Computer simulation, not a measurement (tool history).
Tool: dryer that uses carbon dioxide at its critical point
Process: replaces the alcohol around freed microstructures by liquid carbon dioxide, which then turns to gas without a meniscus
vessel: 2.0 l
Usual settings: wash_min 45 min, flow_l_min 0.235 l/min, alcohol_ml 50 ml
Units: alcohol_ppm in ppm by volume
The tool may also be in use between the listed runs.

Run 1, hour 0: usual settings. Result: alcohol_ppm 865 ppm by volume.
Run 2, hour 26.2: usual settings but flow_l_min 0.356 l/min. Result: alcohol_ppm 268 ppm by volume.
Run 3, hour 71.4: usual settings but flow_l_min 0.146 l/min. Result: alcohol_ppm 3095 ppm by volume.
Run 4, hour 105.2: usual settings but flow_l_min 0.146 l/min. Result: alcohol_ppm 3112 ppm by volume.
Run 5, hour 149.5: usual settings but alcohol_ml 31 ml. Result: alcohol_ppm 737 ppm by volume.
Run 6, hour 186.9: usual settings. Result: alcohol_ppm 1182 ppm by volume.
At hour 208.5: inlet filter changed.
Run 7, hour 230.9: usual settings. Result: alcohol_ppm 726 ppm by volume.
Run 8, hour 268.4: usual settings. Result: alcohol_ppm 795 ppm by volume.
Run 9, hour 288.7: usual settings. Result: alcohol_ppm 801 ppm by volume.
Run 10, hour 334.1: usual settings. Result: alcohol_ppm 828 ppm by volume.
Run 11, hour 360.8: usual settings but flow_l_min 0.303 l/min. Result: alcohol_ppm 448 ppm by volume.
Run 12, hour 405.8: usual settings but flow_l_min 0.303 l/min. Result: alcohol_ppm 469 ppm by volume.
Run 13, hour 450.4: usual settings but alcohol_ml 79 ml. Result: alcohol_ppm 1481 ppm by volume.
Run 14, hour 499.3: usual settings but alcohol_ml 79 ml. Result: alcohol_ppm 1551 ppm by volume.
Run 15, hour 519.4: usual settings but alcohol_ml 79 ml. Result: alcohol_ppm 1644 ppm by volume.
Run 16, hour 547: usual settings but alcohol_ml 62 ml. Result: alcohol_ppm 1357 ppm by volume.
Run 17, hour 567.4: usual settings but alcohol_ml 62 ml. Result: alcohol_ppm 1412 ppm by volume.
At hour 600: inlet filter changed.
Run 18, hour 616.8: usual settings but alcohol_ml 62 ml. Result: alcohol_ppm 902 ppm by volume.
Run 19, hour 650.5: usual settings but flow_l_min 0.382 l/min. Result: alcohol_ppm 283 ppm by volume.
Run 20, hour 698.5: usual settings but flow_l_min 0.23 l/min. Result: alcohol_ppm 928 ppm by volume.
Run 21, hour 737.3: usual settings but wash_min 30 min, flow_l_min 0.167 l/min, alcohol_ml 23 ml. Result: alcohol_ppm 2223 ppm by volume.
At hour 780.4: purifier's bed changed.
Run 22, hour 789.2: usual settings but wash_min 28 min, flow_l_min 0.273 l/min, alcohol_ml 29 ml. Result: alcohol_ppm 1162 ppm by volume.
Run 23, hour 829.6: usual settings but wash_min 28 min, flow_l_min 0.273 l/min, alcohol_ml 29 ml. Result: alcohol_ppm 1228 ppm by volume.
Run 24, hour 877.8: usual settings but wash_min 28 min, flow_l_min 0.273 l/min, alcohol_ml 29 ml. Result: alcohol_ppm 1297 ppm by volume.
Run 25, hour 919.8: usual settings but wash_min 28 min, flow_l_min 0.141 l/min, alcohol_ml 29 ml. Result: alcohol_ppm 4144 ppm by volume.
Run 26, hour 967.2: usual settings but wash_min 28 min, flow_l_min 0.141 l/min, alcohol_ml 60 ml. Result: alcohol_ppm 8879 ppm by volume.
Run 27, hour 989.1: usual settings but alcohol_ml 34 ml. Result: alcohol_ppm 727 ppm by volume.
At hour 996.7: inlet filter changed.
Run 28, hour 1016.8: usual settings but flow_l_min 0.385 l/min, alcohol_ml 61 ml. Result: alcohol_ppm 120 ppm by volume.
Run 29, hour 1047.7: usual settings but flow_l_min 0.258 l/min, alcohol_ml 69 ml. Result: alcohol_ppm 624 ppm by volume.
Run 30, hour 1074: usual settings but flow_l_min 0.258 l/min, alcohol_ml 69 ml. Result: alcohol_ppm 654 ppm by volume.
Run 31, hour 1111: usual settings but flow_l_min 0.217 l/min. Result: alcohol_ppm 885 ppm by volume.
Run 32, hour 1156.6: usual settings but flow_l_min 0.217 l/min. Result: alcohol_ppm 949 ppm by volume.
Run 33, hour 1189.6: usual settings but wash_min 44 min, flow_l_min 0.153 l/min, alcohol_ml 48 ml. Result: alcohol_ppm 2531 ppm by volume.
Run 34, hour 1217.8: usual settings but wash_min 60 min, flow_l_min 0.371 l/min, alcohol_ml 63 ml. Result: alcohol_ppm 89 ppm by volume.
Run 35, hour 1248.1: usual settings but wash_min 49 min, flow_l_min 0.21 l/min. Result: alcohol_ppm 964 ppm by volume.
Run 36, hour 1280.4: usual settings but wash_min 49 min, flow_l_min 0.21 l/min. Result: alcohol_ppm 1039 ppm by volume.
Run 37, hour 1306.3: usual settings but wash_min 37 min, flow_l_min 0.182 l/min, alcohol_ml 30 ml. Result: alcohol_ppm 1812 ppm by volume.
Run 38, hour 1350.6: usual settings but wash_min 59 min, flow_l_min 0.233 l/min, alcohol_ml 108 ml. Result: alcohol_ppm 875 ppm by volume.
At hour 1391: inlet filter changed.
Run 39, hour 1391: usual settings but wash_min 59 min, flow_l_min 0.233 l/min, alcohol_ml 108 ml. Result: alcohol_ppm 480 ppm by volume.

Forecast each of these 3 alternatives for the next run:
Run A, hour 1418: usual settings but wash_min 39 min, flow_l_min 0.291 l/min, alcohol_ml 118 ml. Result: alcohol_ppm ?.
Run B, hour 1418: usual settings but wash_min 61 min, flow_l_min 0.27 l/min. Result: alcohol_ppm ?.
Run C, hour 1418: usual settings but wash_min 59 min, flow_l_min 0.304 l/min, alcohol_ml 108 ml. Result: alcohol_ppm ?.

run  alcohol_ppm
  A         1204
  B          171
  C          187
Without the tool's hidden state the same runs would have given:
run  alcohol_ppm
  A         1043
  B           74
  C           85
